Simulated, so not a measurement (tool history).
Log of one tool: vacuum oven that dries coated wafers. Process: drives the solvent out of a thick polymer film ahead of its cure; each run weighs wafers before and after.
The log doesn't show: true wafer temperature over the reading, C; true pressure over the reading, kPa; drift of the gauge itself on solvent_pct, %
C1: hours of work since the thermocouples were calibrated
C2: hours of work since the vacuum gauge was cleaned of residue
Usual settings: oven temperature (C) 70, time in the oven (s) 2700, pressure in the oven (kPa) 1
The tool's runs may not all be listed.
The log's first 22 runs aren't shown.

At day 81.908: oven's thermocouples calibrated.
Run 23, day 83.825: usual settings; C1 21; C2 1488. Result: solvent left in the film (%) 3.31.
At day 85.95: vacuum gauge cleaned of residue and calibrated.
Run 24, day 87.092: usual settings; C1 56; C2 12. Result: solvent left in the film (%) 3.24.
Run 25, day 90.858: usual settings but oven temperature (C) 82, time in the oven (s) 1500, pressure in the oven (kPa) 2.88; C1 96; C2 53. Result: solvent left in the film (%) 2.71.
Run 26, day 95.488: usual settings but oven temperature (C) 82, time in the oven (s) 1620, pressure in the oven (kPa) 2.64; C1 147; C2 104. Result: solvent left in the film (%) 2.48.
Run 27, day 97.962: usual settings but oven temperature (C) 75, time in the oven (s) 3300, pressure in the oven (kPa) 2.64; C1 174; C2 130. Result: solvent left in the film (%) 1.73.
Run 28, day 102.008: usual settings but pressure in the oven (kPa) 0.56; C1 218; C2 174. Result: solvent left in the film (%) 3.16.
Run 29, day 105.279: usual settings but oven temperature (C) 68, time in the oven (s) 3060, pressure in the oven (kPa) 1.65; C1 253; C2 210. Result: solvent left in the film (%) 3.7.
Run 30, day 108.362: usual settings but time in the oven (s) 3120; C1 286; C2 243. Result: solvent left in the film (%) 2.6.
Run 31, day 111.988: usual settings but oven temperature (C) 80, time in the oven (s) 4080, pressure in the oven (kPa) 3.07; C1 326; C2 283. Result: solvent left in the film (%) 0.87.
Run 32, day 116.196: usual settings but oven temperature (C) 75; C1 372; C2 328. Result: solvent left in the film (%) 1.96.
Run 33, day 121.267: usual settings but time in the oven (s) 1440; C1 427; C2 383. Result: solvent left in the film (%) 7.15.
Run 34, day 124.575: usual settings but oven temperature (C) 73, time in the oven (s) 2280, pressure in the oven (kPa) 0.54; C1 462; C2 419. Result: solvent left in the film (%) 3.05.
Run 35, day 129.854: usual settings but time in the oven (s) 3000; C1 520; C2 477. Result: solvent left in the film (%) 3.03.
Run 36, day 132.867: usual settings but oven temperature (C) 84, time in the oven (s) 4200, pressure in the oven (kPa) 3.14; C1 552; C2 509. Result: solvent left in the film (%) 0.85.
Run 37, day 136.104: usual settings but oven temperature (C) 84, time in the oven (s) 4200, pressure in the oven (kPa) 3.14; C1 588; C2 544. Result: solvent left in the film (%) 0.84.
Run 38, day 140.683: usual settings but oven temperature (C) 59; C1 637; C2 594. Result: solvent left in the film (%) 8.29.
Run 39, day 145.896: usual settings but oven temperature (C) 59; C1 694; C2 651. Result: solvent left in the film (%) 8.23.
Run 40, day 150.071: usual settings but oven temperature (C) 59; C1 739; C2 696. Result: solvent left in the film (%) 8.16.
Run 41, day 152.783: usual settings but oven temperature (C) 59; C1 769; C2 725. Result: solvent left in the film (%) 8.36.
Run 42, day 155.175: usual settings but oven temperature (C) 59; C1 795; C2 751. Result: solvent left in the film (%) 8.27.
Run 43, day 157.804: usual settings but oven temperature (C) 59; C1 823; C2 780. Result: solvent left in the film (%) 8.3.
Run 44, day 163.292: usual settings but oven temperature (C) 57; C1 883; C2 840. Result: solvent left in the film (%) 9.22.
Run 45, day 168.075: usual settings but oven temperature (C) 72, time in the oven (s) 2160; C1 935; C2 891. Result: solvent left in the film (%) 4.22.
Run 46, day 173.579: usual settings but oven temperature (C) 82, time in the oven (s) 1380, pressure in the oven (kPa) 2.36; C1 994; C2 951. Result: solvent left in the film (%) 3.67.
Run 47, day 177.488: usual settings but oven temperature (C) 85, time in the oven (s) 2100, pressure in the oven (kPa) 2.14; C1 1037; C2 994. Result: solvent left in the film (%) 1.27.

4 ways to go on from here, each from the tool as it stands after run 47. What would each give?
Run A, day 180.667: usual settings but oven temperature (C) 64, time in the oven (s) 1620, pressure in the oven (kPa) 2.04; C1 1071; C2 1028. Result: solvent left in the film (%) ?.
Run B, day 180.667: usual settings but oven temperature (C) 62, time in the oven (s) 2100, pressure in the oven (kPa) 2.14; C1 1071; C2 1028. Result: solvent left in the film (%) ?.
Run C, day 180.667: usual settings but oven temperature (C) 73, time in the oven (s) 2100, pressure in the oven (kPa) 2.14; C1 1071; C2 1028. Result: solvent left in the film (%) ?.
Run D, day 180.667: usual settings but oven temperature (C) 71, time in the oven (s) 2820, pressure in the oven (kPa) 0.88; C1 1071; C2 1028. Result: solvent left in the film (%) ?.

run  solvent left in the film (%)
  A                          9.69
  B                          9.03
  C                           4.6
  D                          3.33
Without the tool's hidden state the same runs would have given:
run  solvent left in the film (%)
  A                          9.05
  B                          8.36
  C                             4
  D                          2.79
